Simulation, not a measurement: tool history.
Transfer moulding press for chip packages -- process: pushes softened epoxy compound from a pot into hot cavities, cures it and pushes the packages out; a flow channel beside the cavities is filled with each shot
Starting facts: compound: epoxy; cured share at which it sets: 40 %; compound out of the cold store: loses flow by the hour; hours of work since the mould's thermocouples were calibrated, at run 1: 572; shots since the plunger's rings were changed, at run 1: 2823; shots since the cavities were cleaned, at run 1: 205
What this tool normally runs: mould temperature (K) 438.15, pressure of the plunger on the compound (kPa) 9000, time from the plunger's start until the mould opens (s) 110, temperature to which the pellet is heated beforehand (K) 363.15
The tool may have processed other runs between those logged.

| run | hour | mould temperature (K) | pressure of the plunger on the compound (kPa) | time from the plunger's start until the mould opens (s) | temperature to which the pellet is heated beforehand (K) | hours of work since the mould's thermocouples were calibrated | shots since the plunger's rings were changed | shots since the cavities were cleaned | incoming compound's hours out of the cold store | length that the compound runs in the flow channel (mm) | greatest force on the pins that push the packages out (N) |
|---|---|---|---|---|---|---|---|---|---|---|---|
| 1 | 0 | 438.15 | 9000 | 110 | 363.15 | 572 | 2823 | 205 | 22.4 | 969 | 563 |
| 2 | 31.5 | 438.15 | 9000 | 110 | 363.15 | 589 | 3080 | 462 | 10.6 | 1026 | 688 |
| 3 | 69.7 | 443.15 | 9000 | 110 | 363.15 | 609 | 3390 | 772 | 35.6 | 887 | 597 |
|  | 77.1 | cavities cleaned with cleaning compound and waxed |
|  | 94.3 | mould's thermocouples calibrated |
| 4 | 111.1 | 443.15 | 9000 | 110 | 363.15 | 9 | 3698 | 260 | 10.5 | 993 | 469 |
|  | 131 | plunger's sealing rings changed |
| 5 | 148.5 | 438.15 | 9000 | 122 | 363.15 | 28 | 143 | 544 | 18.9 | 1009 | 634 |
|  | 154.9 | mould's thermocouples calibrated, once more |
|  | 185.4 | cavities cleaned with cleaning compound and waxed |
| 6 | 190.5 | 438.15 | 9000 | 122 | 363.15 | 18 | 456 | 41 | 24.3 | 971 | 331 |
| 7 | 228 | 438.15 | 9000 | 122 | 363.15 | 38 | 760 | 345 | 14.5 | 1012 | 542 |
| 8 | 264.3 | 438.15 | 9000 | 122 | 363.15 | 57 | 1056 | 641 | 23.5 | 966 | 596 |
|  | 286.9 | cavities cleaned with cleaning compound and waxed |
| 9 | 303.3 | 438.15 | 9000 | 122 | 363.15 | 77 | 1360 | 133 | 30.9 | 935 | 423 |
| 10 | 342.6 | 438.15 | 9000 | 90 | 363.15 | 98 | 1680 | 453 | 39.6 | 900 | 822 |
| 11 | 367.6 | 438.15 | 9000 | 90 | 363.15 | 112 | 1883 | 656 | 27.8 | 950 | 941 |
|  | 387.9 | cavities cleaned with cleaning compound and waxed |
| 12 | 394 | 438.15 | 9000 | 90 | 363.15 | 125 | 2086 | 50 | 15.4 | 1000 | 579 |
| 13 | 417.6 | 438.15 | 9000 | 90 | 363.15 | 138 | 2277 | 241 | 12.9 | 1008 | 808 |
| 14 | 459.2 | 438.15 | 9000 | 98 | 363.15 | 160 | 2615 | 579 | 28.2 | 938 | 807 |
| 15 | 486.2 | 438.15 | 9000 | 110 | 363.15 | 174 | 2835 | 799 | 46.4 | 870 | 721 |
|  | 489.9 | cavities cleaned with cleaning compound and waxed |
| 16 | 525.4 | 438.15 | 9000 | 91 | 361.15 | 194 | 3142 | 289 | 37.3 | 899 | 747 |
| 17 | 545.3 | 438.15 | 9000 | 110 | 366.15 | 205 | 3303 | 450 | 8.7 | 1022 | 658 |
| 18 | 569.8 | 438.15 | 9000 | 110 | 366.15 | 218 | 3502 | 649 | 24.4 | 953 | 686 |
|  | 591.3 | cavities cleaned with cleaning compound and waxed |
| 19 | 601.7 | 438.15 | 9000 | 110 | 366.15 | 234 | 3749 | 84 | 39.9 | 884 | 410 |
|  | 614.1 | plunger's sealing rings changed |
| 20 | 627.9 | 438.15 | 9000 | 110 | 371.15 | 247 | 112 | 277 | 32.4 | 938 | 561 |
| 21 | 647.6 | 439.15 | 9410 | 126 | 363.15 | 257 | 272 | 437 | 32.1 | 959 | 541 |
| 22 | 689.6 | 439.15 | 9410 | 126 | 363.15 | 280 | 614 | 779 | 32.9 | 952 | 591 |
|  | 695.2 | cavities cleaned with cleaning compound and waxed |
| 23 | 724.4 | 434.15 | 9410 | 124 | 363.15 | 297 | 884 | 237 | 32.2 | 980 | 554 |
| 24 | 763.5 | 438.15 | 10440 | 110 | 368.15 | 318 | 1202 | 555 | 24.7 | 1037 | 681 |
| 25 | 789.9 | 438.15 | 9000 | 93 | 357.15 | 332 | 1417 | 770 | 8.2 | 1039 | 1036 |
|  | 797 | cavities cleaned with cleaning compound and waxed |
| 26 | 808.6 | 438.15 | 9000 | 126 | 364.15 | 341 | 1557 | 94 | 24.2 | 969 | 374 |
| 27 | 844.8 | 438.15 | 9000 | 110 | 364.15 | 361 | 1851 | 388 | 46.3 | 875 | 592 |
| 28 | 864.3 | 438.15 | 9000 | 110 | 357.15 | 371 | 2009 | 546 | 39.7 | 907 | 668 |
|  | 900.6 | cavities cleaned with cleaning compound and waxed |
| 29 | 907.5 | 438.15 | 9000 | 110 | 357.15 | 393 | 2349 | 57 | 32.4 | 929 | 394 |

3 options for the next run, each taken on its own from the tool as it stands now. Forecast them:
| A | 930.4 | 438.15 | 6930 | 96 | 369.15 | 405 | 2535 | 243 | 33.3 | ? | ? |
| B | 930.4 | 439.15 | 9000 | 97 | 361.15 | 405 | 2535 | 243 | 46.6 | ? | ? |
| C | 930.4 | 438.15 | 9000 | 110 | 365.15 | 405 | 2535 | 243 | 36.1 | ? | ? |

| run | length that the compound runs in the flow channel (mm) | greatest force on the pins that push the packages out (N) |
|---|---|---|
| A | 812 | 645 |
| B | 869 | 612 |
| C | 911 | 516 |
With no hidden state in the tool, these same runs would have given:
| run | length that the compound runs in the flow channel (mm) | greatest force on the pins that push the packages out (N) |
|---|---|---|
| A | 824 | 384 |
| B | 882 | 369 |
| C | 925 | 311 |
